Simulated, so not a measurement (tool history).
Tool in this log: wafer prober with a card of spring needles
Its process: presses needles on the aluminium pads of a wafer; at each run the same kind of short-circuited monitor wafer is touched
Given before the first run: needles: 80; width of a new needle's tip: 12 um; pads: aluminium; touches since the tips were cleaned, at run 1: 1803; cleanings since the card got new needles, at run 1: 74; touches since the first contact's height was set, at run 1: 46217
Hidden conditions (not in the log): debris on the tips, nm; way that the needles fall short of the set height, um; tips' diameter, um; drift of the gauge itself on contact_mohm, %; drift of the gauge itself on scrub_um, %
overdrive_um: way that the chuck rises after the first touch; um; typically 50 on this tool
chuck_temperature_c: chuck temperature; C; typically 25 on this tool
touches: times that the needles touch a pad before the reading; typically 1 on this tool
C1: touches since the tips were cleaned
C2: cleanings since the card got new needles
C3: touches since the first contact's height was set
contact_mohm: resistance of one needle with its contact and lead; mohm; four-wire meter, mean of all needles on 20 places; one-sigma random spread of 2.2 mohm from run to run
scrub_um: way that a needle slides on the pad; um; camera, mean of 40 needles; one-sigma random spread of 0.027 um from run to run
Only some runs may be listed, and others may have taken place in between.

{"run": 1, "hour": 0.0, "overdrive_um": 50, "chuck_temperature_c": 25, "touches": 1, "C1": 1803, "C2": 74, "C3": 46217, "contact_mohm": 301, "scrub_um": 12}
{"hour": 10.5, "done": "tips cleaned on abrasive film"}
{"hour": 23.1, "done": "tips cleaned on abrasive film"}
{"run": 2, "hour": 23.7, "overdrive_um": 50, "chuck_temperature_c": 25, "touches": 1, "C1": 331, "C2": 76, "C3": 58167, "contact_mohm": 266, "scrub_um": 11.98}
{"hour": 37.1, "done": "tips cleaned on abrasive film"}
{"run": 3, "hour": 44.3, "overdrive_um": 68, "chuck_temperature_c": 25, "touches": 1, "C1": 3624, "C2": 77, "C3": 68542, "contact_mohm": 301, "scrub_um": 16.29}
{"hour": 51.7, "done": "tips cleaned on abrasive film"}
{"hour": 65.8, "done": "tips cleaned on abrasive film"}
{"hour": 78.3, "done": "tips cleaned on abrasive film"}
{"run": 4, "hour": 89.1, "overdrive_um": 68, "chuck_temperature_c": 25, "touches": 1, "C1": 5443, "C2": 80, "C3": 91114, "contact_mohm": 303, "scrub_um": 16.16}
{"hour": 92.1, "done": "tips cleaned on abrasive film"}
{"hour": 106.0, "done": "tips cleaned on abrasive film"}
{"hour": 119.9, "done": "tips cleaned on abrasive film"}
{"run": 5, "hour": 121.0, "overdrive_um": 31, "chuck_temperature_c": 25, "touches": 1, "C1": 568, "C2": 83, "C3": 107180, "contact_mohm": 307, "scrub_um": 7.3}
{"hour": 131.8, "done": "tips cleaned on abrasive film"}
{"hour": 143.6, "done": "tips cleaned on abrasive film"}
{"hour": 157.5, "done": "tips cleaned on abrasive film"}
{"run": 6, "hour": 160.8, "overdrive_um": 50, "chuck_temperature_c": 25, "touches": 2, "C1": 1649, "C2": 86, "C3": 127204, "contact_mohm": 280, "scrub_um": 11.84}
{"hour": 169.3, "done": "tips cleaned on abrasive film"}
{"hour": 182.9, "done": "tips cleaned on abrasive film"}
{"hour": 194.7, "done": "tips cleaned on abrasive film"}
{"run": 7, "hour": 204.8, "overdrive_um": 50, "chuck_temperature_c": 69, "touches": 1, "C1": 5128, "C2": 89, "C3": 149405, "contact_mohm": 351, "scrub_um": 11.79}
{"hour": 207.8, "done": "tips cleaned on abrasive film"}
{"hour": 221.1, "done": "tips cleaned on abrasive film"}
{"hour": 235.5, "done": "tips cleaned on abrasive film"}
{"run": 8, "hour": 239.7, "overdrive_um": 50, "chuck_temperature_c": 69, "touches": 1, "C1": 2152, "C2": 92, "C3": 166968, "contact_mohm": 320, "scrub_um": 11.78}
{"hour": 248.6, "done": "tips cleaned on abrasive film"}
{"hour": 262.1, "done": "tips cleaned on abrasive film"}
{"run": 9, "hour": 268.4, "overdrive_um": 50, "chuck_temperature_c": 69, "touches": 1, "C1": 3223, "C2": 94, "C3": 181453, "contact_mohm": 330, "scrub_um": 11.75}
{"hour": 274.4, "done": "tips cleaned on abrasive film"}
{"hour": 288.3, "done": "tips cleaned on abrasive film"}
{"run": 10, "hour": 292.9, "overdrive_um": 50, "chuck_temperature_c": 69, "touches": 1, "C1": 2333, "C2": 96, "C3": 193775, "contact_mohm": 325, "scrub_um": 11.74}
{"hour": 301.8, "done": "tips cleaned on abrasive film"}
{"hour": 313.5, "done": "tips cleaned on abrasive film"}
{"hour": 326.7, "done": "tips cleaned on abrasive film"}
{"run": 11, "hour": 326.7, "overdrive_um": 50, "chuck_temperature_c": 69, "touches": 1, "C1": 0, "C2": 99, "C3": 210787, "contact_mohm": 269, "scrub_um": 11.73}
{"hour": 338.5, "done": "tips cleaned on abrasive film"}
{"hour": 347.6, "done": "height of the first contact set anew"}
{"hour": 352.7, "done": "tips cleaned on abrasive film"}
{"run": 12, "hour": 352.9, "overdrive_um": 50, "chuck_temperature_c": 25, "touches": 1, "C1": 77, "C2": 101, "C3": 2666, "contact_mohm": 259, "scrub_um": 12.04}
{"hour": 367.1, "done": "tips cleaned on abrasive film"}
{"hour": 380.7, "done": "tips cleaned on abrasive film"}
{"hour": 392.8, "done": "tips cleaned on abrasive film"}
{"run": 13, "hour": 392.8, "overdrive_um": 61, "chuck_temperature_c": 105, "touches": 1, "C1": 0, "C2": 104, "C3": 22785, "contact_mohm": 270, "scrub_um": 14.65}
{"hour": 406.8, "done": "tips cleaned on abrasive film"}
{"hour": 420.7, "done": "tips cleaned on abrasive film"}
{"hour": 434.1, "done": "tips cleaned on abrasive film"}
{"run": 14, "hour": 437.2, "overdrive_um": 61, "chuck_temperature_c": 105, "touches": 1, "C1": 1550, "C2": 107, "C3": 45150, "contact_mohm": 299, "scrub_um": 14.58}
{"hour": 446.0, "done": "tips cleaned on abrasive film"}
{"hour": 457.8, "done": "tips cleaned on abrasive film"}
{"hour": 472.5, "done": "tips cleaned on abrasive film"}
{"run": 15, "hour": 478.0, "overdrive_um": 61, "chuck_temperature_c": 105, "touches": 1, "C1": 2773, "C2": 110, "C3": 65685, "contact_mohm": 312, "scrub_um": 14.62}
{"hour": 485.8, "done": "tips cleaned on abrasive film"}
{"hour": 498.8, "done": "tips cleaned on abrasive film"}
{"run": 16, "hour": 506.5, "overdrive_um": 61, "chuck_temperature_c": 105, "touches": 1, "C1": 3915, "C2": 112, "C3": 80063, "contact_mohm": 318, "scrub_um": 14.57}
{"hour": 512.3, "done": "tips cleaned on abrasive film"}
{"hour": 524.0, "done": "tips cleaned on abrasive film"}
{"hour": 538.0, "done": "tips cleaned on abrasive film"}
{"run": 17, "hour": 544.3, "overdrive_um": 61, "chuck_temperature_c": 105, "touches": 1, "C1": 3188, "C2": 115, "C3": 99096, "contact_mohm": 322, "scrub_um": 14.52}
{"hour": 550.2, "done": "tips cleaned on abrasive film"}
{"hour": 564.9, "done": "tips cleaned on abrasive film"}
{"hour": 576.7, "done": "tips cleaned on abrasive film"}
{"run": 18, "hour": 576.7, "overdrive_um": 61, "chuck_temperature_c": 105, "touches": 1, "C1": 0, "C2": 118, "C3": 115400, "contact_mohm": 271, "scrub_um": 14.52}
{"hour": 591.0, "done": "tips cleaned on abrasive film"}
{"hour": 603.9, "done": "tips cleaned on abrasive film"}
{"run": 19, "hour": 610.7, "overdrive_um": 57, "chuck_temperature_c": 36, "touches": 1, "C1": 3434, "C2": 120, "C3": 132537, "contact_mohm": 318, "scrub_um": 13.54}
{"hour": 616.1, "done": "tips cleaned on abrasive film"}
{"hour": 629.9, "done": "tips cleaned on abrasive film"}
{"hour": 643.0, "done": "tips cleaned on abrasive film"}
{"run": 20, "hour": 644.4, "overdrive_um": 57, "chuck_temperature_c": 32, "touches": 1, "C1": 695, "C2": 123, "C3": 149492, "contact_mohm": 271, "scrub_um": 13.53}
{"hour": 656.1, "done": "tips cleaned on abrasive film"}
{"hour": 670.7, "done": "tips cleaned on abrasive film"}
{"hour": 685.3, "done": "tips cleaned on abrasive film"}
{"run": 21, "hour": 692.4, "overdrive_um": 57, "chuck_temperature_c": 27, "touches": 1, "C1": 3604, "C2": 126, "C3": 173718, "contact_mohm": 311, "scrub_um": 13.45}
{"hour": 697.6, "done": "tips cleaned on abrasive film"}
{"hour": 710.0, "done": "tips cleaned on abrasive film"}
{"hour": 721.8, "done": "tips cleaned on abrasive film"}
{"run": 22, "hour": 725.3, "overdrive_um": 57, "chuck_temperature_c": 27, "touches": 1, "C1": 1791, "C2": 129, "C3": 190256, "contact_mohm": 294, "scrub_um": 13.35}
{"hour": 734.1, "done": "tips cleaned on abrasive film"}
{"hour": 745.9, "done": "tips cleaned on abrasive film"}
{"hour": 757.7, "done": "tips cleaned on abrasive film"}
{"run": 23, "hour": 762.5, "overdrive_um": 57, "chuck_temperature_c": 27, "touches": 1, "C1": 2437, "C2": 132, "C3": 208980, "contact_mohm": 308, "scrub_um": 13.37}

Each row is a separate what-if for the run after 23, all from the same tool condition, not one after another. Results?
{"hour": 771.3, "done": "tips cleaned on abrasive film"}
{"hour": 783.1, "done": "tips cleaned on abrasive film"}
{"run": "A", "hour": 786.1, "overdrive_um": 60, "chuck_temperature_c": 53, "touches": 3, "C1": 1529, "C2": 134, "C3": 220872, "contact_mohm": "?", "scrub_um": "?"}
{"hour": 771.3, "done": "tips cleaned on abrasive film"}
{"hour": 783.1, "done": "tips cleaned on abrasive film"}
{"run": "B", "hour": 786.1, "overdrive_um": 57, "chuck_temperature_c": 27, "touches": 1, "C1": 1529, "C2": 134, "C3": 220872, "contact_mohm": "?", "scrub_um": "?"}
{"hour": 771.3, "done": "tips cleaned on abrasive film"}
{"hour": 783.1, "done": "tips cleaned on abrasive film"}
{"run": "C", "hour": 786.1, "overdrive_um": 69, "chuck_temperature_c": 25, "touches": 2, "C1": 1529, "C2": 134, "C3": 220872, "contact_mohm": "?", "scrub_um": "?"}

run=A contact_mohm=265 scrub_um=14.09
run=B contact_mohm=293 scrub_um=13.39
run=C contact_mohm=263 scrub_um=16.24
Take away the tool's hidden state, keep each run's random variation, and the runs would have read:
run=A contact_mohm=248 scrub_um=14.44
run=B contact_mohm=244 scrub_um=13.74
run=C contact_mohm=241 scrub_um=16.59
